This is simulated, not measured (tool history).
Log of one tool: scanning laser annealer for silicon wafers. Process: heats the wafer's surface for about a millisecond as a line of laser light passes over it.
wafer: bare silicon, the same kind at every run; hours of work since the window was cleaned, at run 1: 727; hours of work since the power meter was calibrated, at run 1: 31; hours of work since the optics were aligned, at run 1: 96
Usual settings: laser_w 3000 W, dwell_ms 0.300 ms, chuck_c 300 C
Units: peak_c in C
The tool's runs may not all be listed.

| run | day | laser_w | dwell_ms | chuck_c | hours of work since the window was cleaned | hours of work since the power meter was calibrated | hours of work since the optics were aligned | peak_c |
|---|---|---|---|---|---|---|---|---|
| 1 | 0.000 | 3000 | 0.300 | 300 | 727 | 31 | 96 | 1082 |
| 2 | 0.496 | 3000 | 0.336 | 300 | 733 | 37 | 102 | 1134 |
| 3 | 0.883 | 3000 | 0.274 | 300 | 738 | 41 | 106 | 1045 |
| 4 | 1.096 | 3000 | 0.274 | 300 | 741 | 44 | 109 | 1044 |
| 5 | 1.558 | 3000 | 0.274 | 300 | 746 | 50 | 114 | 1046 |
| 6 | 2.058 | 3000 | 0.362 | 300 | 752 | 56 | 120 | 1170 |
| 7 | 2.400 | 3000 | 0.362 | 300 | 756 | 60 | 125 | 1168 |
| 8 | 2.754 | 3000 | 0.300 | 272 | 761 | 64 | 129 | 1056 |
| 9 | 3.158 | 3000 | 0.300 | 272 | 765 | 69 | 134 | 1052 |
| 10 | 3.488 | 3000 | 0.300 | 272 | 769 | 73 | 138 | 1054 |
| 11 | 3.850 | 3000 | 0.300 | 300 | 774 | 77 | 142 | 1080 |
|  | 4.354 | window over the wafer cleaned |
| 12 | 4.404 | 3000 | 0.300 | 300 | 1 | 83 | 148 | 1119 |
| 13 | 4.912 | 3000 | 0.300 | 300 | 7 | 89 | 154 | 1122 |
| 14 | 5.400 | 3000 | 0.300 | 300 | 13 | 95 | 160 | 1119 |
| 15 | 5.842 | 3000 | 0.300 | 300 | 18 | 100 | 165 | 1123 |
| 16 | 6.338 | 3000 | 0.300 | 261 | 24 | 106 | 171 | 1084 |
| 17 | 6.667 | 3000 | 0.300 | 300 | 28 | 110 | 175 | 1121 |
| 18 | 7.142 | 3000 | 0.300 | 300 | 33 | 116 | 181 | 1122 |
| 19 | 7.562 | 3000 | 0.300 | 300 | 39 | 121 | 186 | 1121 |
| 20 | 7.983 | 3000 | 0.300 | 300 | 44 | 126 | 191 | 1119 |
| 21 | 8.242 | 3000 | 0.300 | 327 | 47 | 129 | 194 | 1145 |
| 22 | 8.525 | 3097 | 0.356 | 264 | 50 | 132 | 197 | 1198 |
| 23 | 8.962 | 2649 | 0.356 | 318 | 55 | 137 | 202 | 1090 |
| 24 | 9.338 | 2921 | 0.273 | 293 | 60 | 142 | 207 | 1048 |
| 25 | 9.633 | 2921 | 0.330 | 327 | 63 | 146 | 210 | 1163 |
| 26 | 10.112 | 2921 | 0.330 | 327 | 69 | 151 | 216 | 1162 |
| 27 | 10.333 | 2921 | 0.330 | 274 | 72 | 154 | 219 | 1109 |
|  | 10.583 | optics aligned, line set to its width |
| 28 | 10.808 | 2794 | 0.328 | 283 | 75 | 157 | 3 | 1070 |
| 29 | 11.250 | 3000 | 0.278 | 293 | 80 | 162 | 8 | 1076 |
| 30 | 11.717 | 2746 | 0.311 | 340 | 86 | 168 | 14 | 1084 |
|  | 12.346 | optics aligned, line set to its width, once more |
| 31 | 12.346 | 3000 | 0.298 | 324 | 91 | 173 | 0 | 1142 |
| 32 | 12.725 | 3000 | 0.298 | 324 | 96 | 178 | 5 | 1139 |
| 33 | 13.104 | 3044 | 0.377 | 288 | 100 | 182 | 9 | 1230 |
| 34 | 13.308 | 3166 | 0.314 | 287 | 103 | 185 | 12 | 1185 |

Run 35 comes next. What will it give?
| 35 | 13.675 | 2883 | 0.351 | 267 | 107 | 189 | 16 | ? |

{"run 35": {"peak_c": 1114}}
Without the tool's hidden state the same run would have given peak_c 1123 C.

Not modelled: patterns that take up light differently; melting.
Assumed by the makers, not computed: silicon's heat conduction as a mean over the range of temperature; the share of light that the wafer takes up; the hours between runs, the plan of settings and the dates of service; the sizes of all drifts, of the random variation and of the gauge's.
